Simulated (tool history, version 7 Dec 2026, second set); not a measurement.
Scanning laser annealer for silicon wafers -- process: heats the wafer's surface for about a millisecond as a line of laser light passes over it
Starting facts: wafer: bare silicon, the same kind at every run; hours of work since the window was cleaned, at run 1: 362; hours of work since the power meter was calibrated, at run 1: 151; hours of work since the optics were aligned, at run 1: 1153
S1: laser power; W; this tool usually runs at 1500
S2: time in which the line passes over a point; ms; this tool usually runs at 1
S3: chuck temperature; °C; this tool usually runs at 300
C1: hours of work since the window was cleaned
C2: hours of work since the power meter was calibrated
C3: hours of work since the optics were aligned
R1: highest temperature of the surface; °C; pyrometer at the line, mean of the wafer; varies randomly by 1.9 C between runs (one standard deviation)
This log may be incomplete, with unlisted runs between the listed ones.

{"run": 1, "day": 0.0, "S1": 1500, "S2": 1, "S3": 300, "C1": 362, "C2": 151, "C3": 1153, "R1": 1036}
{"run": 2, "day": 0.408, "S1": 1500, "S2": 1, "S3": 300, "C1": 369, "C2": 159, "C3": 1160, "R1": 1029}
{"run": 3, "day": 1.225, "S1": 1364, "S2": 1, "S3": 300, "C1": 384, "C2": 173, "C3": 1175, "R1": 942}
{"run": 4, "day": 1.712, "S1": 1500, "S2": 0.94, "S3": 300, "C1": 393, "C2": 182, "C3": 1184, "R1": 1010}
{"run": 5, "day": 2.5, "S1": 1500, "S2": 0.94, "S3": 300, "C1": 407, "C2": 196, "C3": 1198, "R1": 1007}
{"run": 6, "day": 2.862, "S1": 1500, "S2": 0.94, "S3": 300, "C1": 414, "C2": 203, "C3": 1204, "R1": 1008}
{"run": 7, "day": 3.429, "S1": 1500, "S2": 1, "S3": 320, "C1": 424, "C2": 213, "C3": 1215, "R1": 1046}
{"run": 8, "day": 4.192, "S1": 1500, "S2": 1, "S3": 320, "C1": 438, "C2": 227, "C3": 1228, "R1": 1046}
{"run": 9, "day": 4.958, "S1": 1500, "S2": 1, "S3": 320, "C1": 451, "C2": 241, "C3": 1242, "R1": 1044}
{"day": 5.104, "done": "window over the wafer cleaned"}
{"run": 10, "day": 5.504, "S1": 1500, "S2": 1, "S3": 320, "C1": 7, "C2": 249, "C3": 1250, "R1": 1096}
{"run": 11, "day": 6.183, "S1": 1500, "S2": 1, "S3": 320, "C1": 19, "C2": 261, "C3": 1263, "R1": 1092}
{"run": 12, "day": 6.558, "S1": 1500, "S2": 1, "S3": 320, "C1": 26, "C2": 268, "C3": 1269, "R1": 1090}
{"run": 13, "day": 7.296, "S1": 1500, "S2": 1, "S3": 320, "C1": 39, "C2": 281, "C3": 1283, "R1": 1091}
{"run": 14, "day": 7.762, "S1": 1500, "S2": 1, "S3": 300, "C1": 48, "C2": 290, "C3": 1291, "R1": 1066}
{"run": 15, "day": 8.379, "S1": 1500, "S2": 1, "S3": 300, "C1": 59, "C2": 301, "C3": 1302, "R1": 1068}
{"run": 16, "day": 9.062, "S1": 1500, "S2": 1, "S3": 327, "C1": 71, "C2": 313, "C3": 1315, "R1": 1093}
{"run": 17, "day": 9.883, "S1": 1500, "S2": 1, "S3": 300, "C1": 86, "C2": 328, "C3": 1329, "R1": 1061}
{"run": 18, "day": 10.642, "S1": 1500, "S2": 1.24, "S3": 300, "C1": 100, "C2": 342, "C3": 1343, "R1": 1147}
{"run": 19, "day": 11.471, "S1": 1500, "S2": 1.24, "S3": 300, "C1": 115, "C2": 357, "C3": 1358, "R1": 1144}
{"run": 20, "day": 12.288, "S1": 1500, "S2": 1, "S3": 300, "C1": 130, "C2": 371, "C3": 1373, "R1": 1057}
{"run": 21, "day": 12.842, "S1": 1500, "S2": 1, "S3": 300, "C1": 140, "C2": 381, "C3": 1383, "R1": 1060}
{"run": 22, "day": 13.317, "S1": 1500, "S2": 1, "S3": 300, "C1": 148, "C2": 390, "C3": 1391, "R1": 1057}
{"run": 23, "day": 14.0, "S1": 1593, "S2": 0.77, "S3": 261, "C1": 160, "C2": 402, "C3": 1404, "R1": 978}
{"run": 24, "day": 14.483, "S1": 1276, "S2": 1.21, "S3": 300, "C1": 169, "C2": 411, "C3": 1412, "R1": 963}
{"run": 25, "day": 14.862, "S1": 1384, "S2": 1.21, "S3": 282, "C1": 176, "C2": 418, "C3": 1419, "R1": 1019}
{"run": 26, "day": 15.675, "S1": 1384, "S2": 1.16, "S3": 286, "C1": 191, "C2": 432, "C3": 1434, "R1": 1008}
{"run": 27, "day": 16.525, "S1": 1340, "S2": 0.82, "S3": 273, "C1": 206, "C2": 448, "C3": 1449, "R1": 854}
{"run": 28, "day": 17.283, "S1": 1429, "S2": 1, "S3": 300, "C1": 220, "C2": 461, "C3": 1463, "R1": 996}
{"run": 29, "day": 17.904, "S1": 1296, "S2": 1, "S3": 335, "C1": 231, "C2": 473, "C3": 1474, "R1": 947}
{"run": 30, "day": 18.417, "S1": 1644, "S2": 0.98, "S3": 281, "C1": 240, "C2": 482, "C3": 1483, "R1": 1113}
{"run": 31, "day": 18.817, "S1": 1644, "S2": 0.98, "S3": 281, "C1": 247, "C2": 489, "C3": 1490, "R1": 1113}
{"run": 32, "day": 19.225, "S1": 1562, "S2": 0.75, "S3": 312, "C1": 255, "C2": 496, "C3": 1498, "R1": 996}
{"day": 20.104, "done": "optics aligned, line set to its width"}
{"run": 33, "day": 20.3, "S1": 1632, "S2": 1.01, "S3": 300, "C1": 270, "C2": 512, "C3": 4, "R1": 1163}
{"run": 34, "day": 21.083, "S1": 1334, "S2": 1, "S3": 340, "C1": 284, "C2": 526, "C3": 18, "R1": 991}
{"run": 35, "day": 21.783, "S1": 1500, "S2": 1.04, "S3": 271, "C1": 297, "C2": 539, "C3": 30, "R1": 1048}
{"run": 36, "day": 22.221, "S1": 1500, "S2": 1.04, "S3": 271, "C1": 305, "C2": 547, "C3": 38, "R1": 1047}
{"run": 37, "day": 23.062, "S1": 1419, "S2": 0.8, "S3": 263, "C1": 320, "C2": 562, "C3": 53, "R1": 891}
{"run": 38, "day": 23.65, "S1": 1527, "S2": 0.97, "S3": 324, "C1": 331, "C2": 572, "C3": 64, "R1": 1087}
{"run": 39, "day": 24.133, "S1": 1316, "S2": 0.89, "S3": 335, "C1": 339, "C2": 581, "C3": 73, "R1": 931}
{"run": 40, "day": 24.712, "S1": 1316, "S2": 1.11, "S3": 321, "C1": 350, "C2": 592, "C3": 83, "R1": 986}
{"run": 41, "day": 25.562, "S1": 1589, "S2": 0.76, "S3": 282, "C1": 365, "C2": 607, "C3": 98, "R1": 989}

Predict each of these 3 candidate next runs independently; none follows another, all start after run 41:
{"run": "A", "day": 26.133, "S1": 1305, "S2": 0.74, "S3": 310, "C1": 375, "C2": 617, "C3": 109, "R1": "?"}
{"run": "B", "day": 26.133, "S1": 1380, "S2": 0.76, "S3": 300, "C1": 375, "C2": 617, "C3": 109, "R1": "?"}
{"run": "C", "day": 26.133, "S1": 1529, "S2": 1, "S3": 265, "C1": 375, "C2": 617, "C3": 109, "R1": "?"}

run=A R1=844
run=B R1=884
run=C R1=1033
Had the tool no hidden state, the same runs would have come out as:
run=A R1=881
run=B R1=924
run=C R1=1086
